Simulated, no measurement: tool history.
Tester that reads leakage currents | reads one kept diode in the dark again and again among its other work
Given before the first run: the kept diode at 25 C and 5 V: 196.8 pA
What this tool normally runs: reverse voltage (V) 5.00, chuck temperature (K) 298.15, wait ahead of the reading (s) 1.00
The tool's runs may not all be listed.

run    hour  reverse voltage (V)  chuck temperature (K)  wait ahead of the reading (s)  current that the tester gives (pA)
  1     0.0                 5.00                 298.15                           1.00                              188.92
  2   109.6                 4.53                 298.15                           1.00                              177.81
  3   202.6                 5.00                 298.15                           1.00                              187.41
      295.5  -- chuck's temperature calibrated
  4   318.1                 5.00                 298.15                           1.00                              195.03
  5   414.6                 5.00                 298.15                           1.00                              195.40
  6   498.4                 4.58                 298.15                           1.00                              185.39
  7   635.1                 5.00                 298.15                           1.00                              194.26
  8   779.8                 5.00                 298.15                           1.00                              192.72
  9   856.3                 5.00                 298.15                           1.00                              192.84
 10   982.4                 5.00                 329.15                           1.00                             2295.08
 11  1130.2                 3.91                 324.15                           3.13                             1377.74
 12  1210.7                 3.91                 324.15                           3.13                             1388.16
 13  1317.1                 5.74                 298.15                           1.00                              204.32
     1331.1  -- tester calibrated
 14  1418.6                12.01                 298.15                           1.00                              300.67
 15  1566.3                12.01                 298.15                           1.00                              297.96
 16  1640.7                12.01                 306.15                           2.07                              586.52
 17  1743.7                 5.05                 306.15                           2.91                              369.59
 18  1839.5                 1.84                 298.15                           0.71                              109.56
 19  1981.2                 1.84                 298.15                           0.71                              108.94
 20  2084.9                 1.68                 324.15                           0.71                              861.06

What if the next run were any one of these 5? Each begins from the tool's condition after run 20:
     2117.8  -- chuck's temperature calibrated
     2217.4  -- tester calibrated, once more
  A  2236.5                11.81                 324.15                           1.09                                   ?
     2117.8  -- chuck's temperature calibrated
     2217.4  -- tester calibrated, once more
  B  2236.5                 1.68                 315.15                           0.71                                   ?
     2117.8  -- chuck's temperature calibrated
     2217.4  -- tester calibrated, once more
  C  2236.5                 6.58                 319.15                           3.54                                   ?
     2117.8  -- chuck's temperature calibrated
     2217.4  -- tester calibrated, once more
  D  2236.5                 1.68                 324.15                           0.36                                   ?
     2117.8  -- chuck's temperature calibrated
     2217.4  -- tester calibrated, once more
  E  2236.5                 2.91                 324.15                           6.71                                   ?

run  current that the tester gives (pA)
  A                             2558.06
  B                              460.77
  C                             1285.22
  D                              920.11
  E                             1222.75
Without the tool's unlogged condition, the same runs would have read:
run  current that the tester gives (pA)
  A                             2573.26
  B                              463.95
  C                             1292.75
  D                              927.08
  E                             1231.63

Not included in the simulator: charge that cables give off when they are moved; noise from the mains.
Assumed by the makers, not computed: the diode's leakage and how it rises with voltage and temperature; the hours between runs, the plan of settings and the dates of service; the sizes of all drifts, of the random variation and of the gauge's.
